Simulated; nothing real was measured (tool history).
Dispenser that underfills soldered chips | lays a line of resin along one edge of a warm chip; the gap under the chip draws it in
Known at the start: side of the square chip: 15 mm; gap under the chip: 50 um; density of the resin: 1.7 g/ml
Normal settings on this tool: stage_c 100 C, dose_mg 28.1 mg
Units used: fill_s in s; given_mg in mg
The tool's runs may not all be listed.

Run 1, hour 0.0: usual settings. Result: fill_s 173.8 s, given_mg 28.11 mg.
Run 2, hour 5.8: usual settings. Result: fill_s 222.6 s, given_mg 27.88 mg.
At hour 10.7: new syringe of resin.
Run 3, hour 10.8: usual settings but stage_c 88 C. Result: fill_s 262.4 s, given_mg 27.92 mg.
Run 4, hour 19.0: usual settings but stage_c 88 C. Result: fill_s 378.0 s, given_mg 27.67 mg.
At hour 21.9: new syringe of resin.
Run 5, hour 25.2: usual settings but stage_c 88 C. Result: fill_s 296.6 s, given_mg 27.78 mg.
Run 6, hour 30.6: usual settings but stage_c 88 C, dose_mg 27.9 mg. Result: fill_s 381.5 s, given_mg 27.41 mg.
At hour 33.4: new syringe of resin.
Run 7, hour 35.6: usual settings but stage_c 88 C, dose_mg 27.9 mg. Result: fill_s 281.0 s, given_mg 27.42 mg.
Run 8, hour 39.6: usual settings but stage_c 88 C, dose_mg 27.9 mg. Result: fill_s 337.3 s, given_mg 27.46 mg.
At hour 44.5: new syringe of resin.
Run 9, hour 44.7: usual settings but stage_c 110 C. Result: fill_s 117.5 s, given_mg 27.42 mg.
Run 10, hour 50.4: usual settings but stage_c 110 C, dose_mg 33.9 mg. Result: fill_s 148.1 s, given_mg 33.05 mg.
At hour 56.0: new syringe of resin.
Run 11, hour 57.5: usual settings but stage_c 110 C, dose_mg 33.9 mg. Result: fill_s 122.3 s, given_mg 32.85 mg.
Run 12, hour 66.2: usual settings but stage_c 110 C, dose_mg 33.9 mg. Result: fill_s 183.3 s, given_mg 33.02 mg.
At hour 67.5: new syringe of resin.
Run 13, hour 73.7: usual settings but stage_c 110 C, dose_mg 33.9 mg. Result: fill_s 146.3 s, given_mg 32.61 mg.
At hour 79.0: new syringe of resin.
Run 14, hour 81.6: usual settings. Result: fill_s 182.9 s, given_mg 27.15 mg.
At hour 90.3: new syringe of resin.
Run 15, hour 91.3: usual settings but dose_mg 28.8 mg. Result: fill_s 172.7 s, given_mg 27.48 mg.
Run 16, hour 98.3: usual settings but stage_c 106 C, dose_mg 33.1 mg. Result: fill_s 185.0 s, given_mg 31.51 mg.
At hour 101.4: new syringe of resin.
Run 17, hour 107.5: usual settings but stage_c 96 C, dose_mg 32.8 mg. Result: fill_s 235.9 s, given_mg 31.31 mg.
At hour 112.8: new syringe of resin.
Run 18, hour 113.8: usual settings but stage_c 96 C, dose_mg 32.8 mg. Result: fill_s 197.3 s, given_mg 31.26 mg.
Run 19, hour 118.3: usual settings but stage_c 99 C, dose_mg 30.7 mg. Result: fill_s 210.1 s, given_mg 29.07 mg.
At hour 124.0: new syringe of resin.
Run 20, hour 124.7: usual settings but stage_c 94 C, dose_mg 33.3 mg. Result: fill_s 208.7 s, given_mg 31.17 mg.
Run 21, hour 129.4: usual settings but stage_c 94 C, dose_mg 24.1 mg. Result: fill_s 277.7 s, given_mg 22.88 mg.
At hour 135.1: new syringe of resin.
Run 22, hour 138.9: usual settings but stage_c 107 C, dose_mg 28.8 mg. Result: fill_s 150.0 s, given_mg 26.93 mg.
At hour 146.4: new syringe of resin.
Run 23, hour 146.4: usual settings but stage_c 108 C, dose_mg 33.0 mg. Result: fill_s 119.0 s, given_mg 30.81 mg.
Run 24, hour 152.3: usual settings but dose_mg 31.7 mg. Result: fill_s 210.9 s, given_mg 29.62 mg.
At hour 157.7: new syringe of resin.
Run 25, hour 159.3: usual settings but dose_mg 31.7 mg. Result: fill_s 169.8 s, given_mg 29.54 mg.
At hour 161.8: dispensing valve cleaned and set on the balance.
Run 26, hour 168.0: usual settings but stage_c 96 C, dose_mg 25.6 mg. Result: fill_s 284.3 s, given_mg 25.50 mg.
At hour 170.5: new syringe of resin.
Run 27, hour 176.2: usual settings but stage_c 96 C, dose_mg 25.6 mg. Result: fill_s 242.6 s, given_mg 25.31 mg.
At hour 182.0: new syringe of resin.
Run 28, hour 183.8: usual settings but stage_c 96 C, dose_mg 25.6 mg. Result: fill_s 201.0 s, given_mg 25.42 mg.

Here are 3 independent what-if runs from the current tool condition. What would each one return?
Run A, hour 190.1: usual settings but stage_c 90 C, dose_mg 36.3 mg. Result: fill_s ?, given_mg ?.
Run B, hour 190.1: usual settings but stage_c 85 C, dose_mg 33.8 mg. Result: fill_s ?, given_mg ?.
Run C, hour 190.1: usual settings but stage_c 91 C, dose_mg 29.9 mg. Result: fill_s ?, given_mg ?.

run  fill_s  given_mg
  A   323.9     35.73
  B   387.7     33.56
  C   317.0     29.66
Stripped of hidden state, with their random variation kept, the same runs would have yielded:
run  fill_s  given_mg
  A   253.2     36.13
  B   303.9     33.94
  C   247.4     30.00

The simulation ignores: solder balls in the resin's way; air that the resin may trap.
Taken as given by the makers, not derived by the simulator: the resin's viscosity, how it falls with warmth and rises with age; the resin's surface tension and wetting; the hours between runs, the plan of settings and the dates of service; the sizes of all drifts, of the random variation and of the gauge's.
